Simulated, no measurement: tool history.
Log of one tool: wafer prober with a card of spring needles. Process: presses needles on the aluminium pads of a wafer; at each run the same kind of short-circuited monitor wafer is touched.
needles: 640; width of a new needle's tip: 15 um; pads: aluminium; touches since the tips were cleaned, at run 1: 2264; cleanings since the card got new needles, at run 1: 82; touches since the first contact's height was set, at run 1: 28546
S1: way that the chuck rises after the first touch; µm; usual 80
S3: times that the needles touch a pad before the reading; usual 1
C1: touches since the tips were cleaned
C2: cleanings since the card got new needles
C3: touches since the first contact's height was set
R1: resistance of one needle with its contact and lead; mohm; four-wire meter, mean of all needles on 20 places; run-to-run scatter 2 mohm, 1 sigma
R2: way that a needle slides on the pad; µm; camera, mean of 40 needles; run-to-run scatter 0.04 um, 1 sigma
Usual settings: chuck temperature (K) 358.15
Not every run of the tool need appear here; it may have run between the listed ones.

Run 1, hour 0: usual settings; C1 2264; C2 82; C3 28546. Result: R1 225 mohm, R2 11.82 µm.
At hour 1.4: tips cleaned on abrasive film.
At hour 8.7: tips cleaned on abrasive film.
Run 2, hour 9.2: usual settings; C1 195; C2 84; C3 32294. Result: R1 221 mohm, R2 11.83 µm.
At hour 15.8: tips cleaned on abrasive film.
Run 3, hour 16.9: usual settings; C1 441; C2 85; C3 35466. Result: R1 223 mohm, R2 11.82 µm.
At hour 22.5: tips cleaned on abrasive film.
Run 4, hour 24.4: usual settings; C1 804; C2 86; C3 38547. Result: R1 220 mohm, R2 11.86 µm.
At hour 30: tips cleaned on abrasive film.
Run 5, hour 33.4: usual settings; C1 1389; C2 87; C3 42255. Result: R1 225 mohm, R2 11.79 µm.
At hour 37.6: tips cleaned on abrasive film.
At hour 44.7: tips cleaned on abrasive film.
Run 6, hour 44.7: usual settings but chuck temperature (K) 335.15; C1 0; C2 89; C3 46899. Result: R1 218 mohm, R2 11.83 µm.
At hour 51.5: tips cleaned on abrasive film.
Run 7, hour 55.8: usual settings; C1 1783; C2 90; C3 51470. Result: R1 220 mohm, R2 11.83 µm.
At hour 58.5: tips cleaned on abrasive film.
At hour 65.4: tips cleaned on abrasive film.
Run 8, hour 65.5: usual settings; C1 37; C2 92; C3 55419. Result: R1 219 mohm, R2 11.84 µm.
At hour 72.7: tips cleaned on abrasive film.
Run 9, hour 75.6: usual settings but S1 79 µm; C1 1223; C2 93; C3 59612. Result: R1 220 mohm, R2 11.78 µm.
At hour 80: tips cleaned on abrasive film.
Run 10, hour 83.3: usual settings but S1 79 µm; C1 1387; C2 94; C3 62786. Result: R1 222 mohm, R2 11.72 µm.
At hour 87: tips cleaned on abrasive film.
At hour 93.8: tips cleaned on abrasive film.
Run 11, hour 98.5: usual settings; C1 1963; C2 96; C3 69014. Result: R1 222 mohm, R2 11.89 µm.
At hour 100.6: tips cleaned on abrasive film.
At hour 107.6: tips cleaned on abrasive film.
Run 12, hour 111.2: usual settings; C1 1481; C2 98; C3 74235. Result: R1 219 mohm, R2 11.84 µm.
At hour 114.4: tips cleaned on abrasive film.
At hour 121.5: tips cleaned on abrasive film.
Run 13, hour 122.4: usual settings; C1 396; C2 100; C3 78840. Result: R1 220 mohm, R2 11.91 µm.
At hour 128.7: tips cleaned on abrasive film.
Run 14, hour 129.2: usual settings; C1 180; C2 101; C3 81610. Result: R1 222 mohm, R2 11.88 µm.
At hour 136.1: tips cleaned on abrasive film.
At hour 142.7: tips cleaned on abrasive film.
Run 15, hour 145.1: usual settings; C1 1021; C2 103; C3 88171. Result: R1 217 mohm, R2 11.92 µm.
At hour 149.5: tips cleaned on abrasive film.
Run 16, hour 155.5: usual settings but S1 75 µm, chuck temperature (K) 307.15, S3 2; C1 2501; C2 104; C3 92454. Result: R1 211 mohm, R2 11.21 µm.
At hour 156.3: tips cleaned on abrasive film.
At hour 163.4: tips cleaned on abrasive film.
Run 17, hour 163.5: usual settings but S1 91 µm, chuck temperature (K) 301.15, S3 2; C1 32; C2 106; C3 95716. Result: R1 206 mohm, R2 13.56 µm.
At hour 170.3: tips cleaned on abrasive film.
Run 18, hour 170.3: usual settings but S1 63 µm, chuck temperature (K) 379.15, S3 3; C1 0; C2 107; C3 98502. Result: R1 231 mohm, R2 9.4 µm.
At hour 177.1: tips cleaned on abrasive film.
Run 19, hour 183.2: usual settings but S1 63 µm, chuck temperature (K) 339.15, S3 3; C1 2520; C2 108; C3 103828. Result: R1 221 mohm, R2 9.5 µm.
At hour 184.2: tips cleaned on abrasive film.
At hour 190.9: tips cleaned on abrasive film.
Run 20, hour 196.9: usual settings but chuck temperature (K) 344.15, S3 2; C1 2494; C2 110; C3 109478. Result: R1 216 mohm, R2 11.94 µm.
At hour 197.8: tips cleaned on abrasive film.
At hour 205.4: tips cleaned on abrasive film.
Run 21, hour 207.8: usual settings but chuck temperature (K) 370.15; C1 964; C2 112; C3 113918. Result: R1 224 mohm, R2 12.03 µm.
At hour 212.1: tips cleaned on abrasive film.
At hour 217: height of the first contact set anew.
Run 22, hour 218.4: usual settings but S1 66 µm, chuck temperature (K) 336.15; C1 2483; C2 113; C3 577. Result: R1 217 mohm, R2 9.97 µm.

Run 23 has not been measured yet. What should we expect?
At hour 219.8: tips cleaned on abrasive film.
At hour 226.2: gauge calibrated.
At hour 227.3: tips cleaned on abrasive film.
Run 23, hour 228.4: usual settings but S1 66 µm; C1 467; C2 115; C3 4686. Result: R1 ?, R2 ?.

R1: 220 mohm
R2: 9.75 µm
If the tool had no hidden condition, the same run with the same run-to-run variation would have returned R1 220 mohm, R2 9.75 µm.
